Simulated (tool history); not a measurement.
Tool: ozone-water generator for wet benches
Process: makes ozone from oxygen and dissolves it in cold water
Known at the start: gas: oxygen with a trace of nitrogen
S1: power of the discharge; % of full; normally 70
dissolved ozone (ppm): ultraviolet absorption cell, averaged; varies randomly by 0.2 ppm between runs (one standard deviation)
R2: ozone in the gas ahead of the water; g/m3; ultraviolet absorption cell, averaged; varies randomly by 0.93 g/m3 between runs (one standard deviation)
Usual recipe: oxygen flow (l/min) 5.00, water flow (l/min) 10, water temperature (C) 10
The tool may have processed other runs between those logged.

Run 1, day 0.000: usual settings. Result: dissolved ozone (ppm) 29.4, R2 157.8 g/m3.
Run 2, day 7.050: usual settings. Result: dissolved ozone (ppm) 29.6, R2 156.4 g/m3.
Run 3, day 10.308: usual settings. Result: dissolved ozone (ppm) 29.6, R2 155.2 g/m3.
Run 4, day 17.012: usual settings. Result: dissolved ozone (ppm) 29.1, R2 156.6 g/m3.
Run 5, day 22.658: usual settings. Result: dissolved ozone (ppm) 29.5, R2 156.3 g/m3.
Run 6, day 26.996: usual settings. Result: dissolved ozone (ppm) 29.1, R2 155.5 g/m3.
Run 7, day 32.254: usual settings. Result: dissolved ozone (ppm) 29.3, R2 155.4 g/m3.
Run 8, day 36.600: usual settings. Result: dissolved ozone (ppm) 29.3, R2 155.0 g/m3.
Run 9, day 41.983: usual settings. Result: dissolved ozone (ppm) 29.2, R2 154.6 g/m3.
Run 10, day 49.004: usual settings. Result: dissolved ozone (ppm) 29.5, R2 155.8 g/m3.
Run 11, day 54.500: usual settings but oxygen flow (l/min) 7.07. Result: dissolved ozone (ppm) 27.5, R2 126.4 g/m3.
Run 12, day 61.412: usual settings but water temperature (C) 12. Result: dissolved ozone (ppm) 28.6, R2 154.3 g/m3.
Run 13, day 67.196: usual settings but S1 65 % of full, water temperature (C) 14. Result: dissolved ozone (ppm) 25.8, R2 144.5 g/m3.
Run 14, day 72.017: usual settings but S1 65 % of full, water temperature (C) 14. Result: dissolved ozone (ppm) 25.8, R2 145.9 g/m3.
Run 15, day 79.883: usual settings but oxygen flow (l/min) 3.10, water flow (l/min) 8. Result: dissolved ozone (ppm) 36.0, R2 202.4 g/m3.
Run 16, day 87.288: usual settings but S1 75 % of full, oxygen flow (l/min) 3.10, water flow (l/min) 8. Result: dissolved ozone (ppm) 38.2, R2 218.2 g/m3.
Run 17, day 91.504: usual settings but S1 48 % of full, oxygen flow (l/min) 3.10, water flow (l/min) 8. Result: dissolved ozone (ppm) 27.2, R2 152.9 g/m3.
Run 18, day 95.292: usual settings but S1 93 % of full, oxygen flow (l/min) 3.10, water flow (l/min) 13. Result: dissolved ozone (ppm) 30.3, R2 258.5 g/m3.
Run 19, day 100.500: usual settings but S1 93 % of full, oxygen flow (l/min) 3.10, water flow (l/min) 13. Result: dissolved ozone (ppm) 30.0, R2 254.8 g/m3.
Run 20, day 106.408: usual settings but S1 65 % of full, water temperature (C) 14. Result: dissolved ozone (ppm) 25.9, R2 144.6 g/m3.
Run 21, day 113.850: usual settings but S1 65 % of full, water flow (l/min) 6, water temperature (C) 6. Result: dissolved ozone (ppm) 41.1, R2 142.8 g/m3.

Run by run, hidden condition taken away, random variation retained:
Hidden state at play: yield of the discharge, % of new electrodes'; contactor's efficiency, % of a clean one's; true water temperature over the reading, C; drift of the gauge itself on ozone_ppm, %; drift of the gauge itself on gas_g_m3, %.
run     R2
  1  157.9
  2  156.6
  3  155.6
  4  157.1
  5  157.0
  6  156.3
  7  156.3
  8  156.0
  9  155.8
 10  157.2
 11  127.7
 12  156.0
 13  146.3
 14  147.8
 15  205.3
 16  221.6
 17  155.3
 18  262.9
 19  259.3
 20  147.3
 21  145.7
dissolved ozone (ppm): within 0.1 of the measured result in every run.
